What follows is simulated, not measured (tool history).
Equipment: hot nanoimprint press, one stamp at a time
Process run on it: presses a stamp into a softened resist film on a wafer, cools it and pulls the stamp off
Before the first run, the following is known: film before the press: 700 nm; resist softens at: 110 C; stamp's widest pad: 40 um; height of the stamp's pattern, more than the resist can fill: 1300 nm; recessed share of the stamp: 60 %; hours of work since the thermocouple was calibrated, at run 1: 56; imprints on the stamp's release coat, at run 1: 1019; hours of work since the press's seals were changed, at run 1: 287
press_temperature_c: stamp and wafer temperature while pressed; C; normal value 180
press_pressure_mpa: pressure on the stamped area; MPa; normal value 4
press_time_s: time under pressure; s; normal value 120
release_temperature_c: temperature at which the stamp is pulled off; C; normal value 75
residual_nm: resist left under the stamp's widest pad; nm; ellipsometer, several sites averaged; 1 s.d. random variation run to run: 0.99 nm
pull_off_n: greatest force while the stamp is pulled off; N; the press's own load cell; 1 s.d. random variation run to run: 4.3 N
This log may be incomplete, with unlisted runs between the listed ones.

run	hour	press_temperature_c	press_pressure_mpa	press_time_s	release_temperature_c	hours of work since the thermocouple was calibrated	imprints on the stamp's release coat	hours of work since the press's seals were changed	residual_nm	pull_off_n
1	0	180	4	120	75	56	1019	287	250.8	249
2	18.6	180	4	120	75	68	1094	299	250.3	252
3	27.4	180	3.18	120	75	73	1129	305	285.5	252
4	45.2	179	4	120	75	85	1201	316	256	240
5	55.3	179	4	120	75	91	1242	322	257.8	256
6	70.3	179	4	120	75	101	1302	332	258.5	264
7	84.5	179	4	120	75	110	1360	341	257.3	261
8	101.9	171	4	120	75	121	1430	352	330.9	267
9	113.4	187	4	120	75	128	1476	360	205.4	254
10	132	187	4	120	75	140	1551	371	205.8	264
11	146.6	180	4	120	75	149	1610	381	252.1	266
12	161.6	180	4	120	75	159	1671	390	250.2	267
# hour 178.3: stamp cleaned and given a new release coat
13	186.6	180	4	120	75	171	33	402	249.9	216
14	202.3	180	4	120	75	181	97	412	251	213
15	213.3	180	4	120	75	188	141	419	250.3	207
# hour 217.5: plate thermocouple calibrated
16	231.7	180	4	120	75	9	203	429	249.9	223
17	249	180	4	120	75	20	273	440	251.6	213
18	263.4	171	4	88	75	29	331	450	361.8	223
19	283.6	178	4	176	65	42	413	462	232.1	257
# hour 290.4: plate thermocouple calibrated, once more
20	299.4	178	4	176	65	6	464	471	236.6	273
21	316.2	178	4	176	65	16	532	481	237	255
22	326.6	183	4	120	75	23	574	488	232.9	226
23	343.2	185	2.71	116	68	34	641	499	279.6	257
24	356.4	173	2.71	63	81	42	694	507	457.6	216
25	367.5	173	2.71	63	81	49	739	514	457.2	216
26	384.2	176	2.69	187	82	60	807	525	306.8	214
27	396.6	176	2.69	187	82	68	856	533	306.7	215
28	408.4	174	2.48	226	82	75	904	540	321.5	221
29	426.3	184	6.26	226	82	87	976	552	139.3	218
30	444.1	178	3.56	152	75	98	1048	563	264.3	255

Forecast each of these 4 alternatives for the next run:
A	453.7	180	4	120	70	104	1087	569	?	?
B	453.7	189	2.9	152	75	104	1087	569	?	?
C	453.7	170	5.69	116	75	104	1087	569	?	?
D	453.7	190	4	120	69	104	1087	569	?	?

run	residual_nm	pull_off_n
A	255.2	269
B	218	249
C	289.1	252
D	193.1	270
Had the tool no hidden state, the same runs would have come out as:
run	residual_nm	pull_off_n
A	250	227
B	215	210
C	280.6	212
D	188.9	227
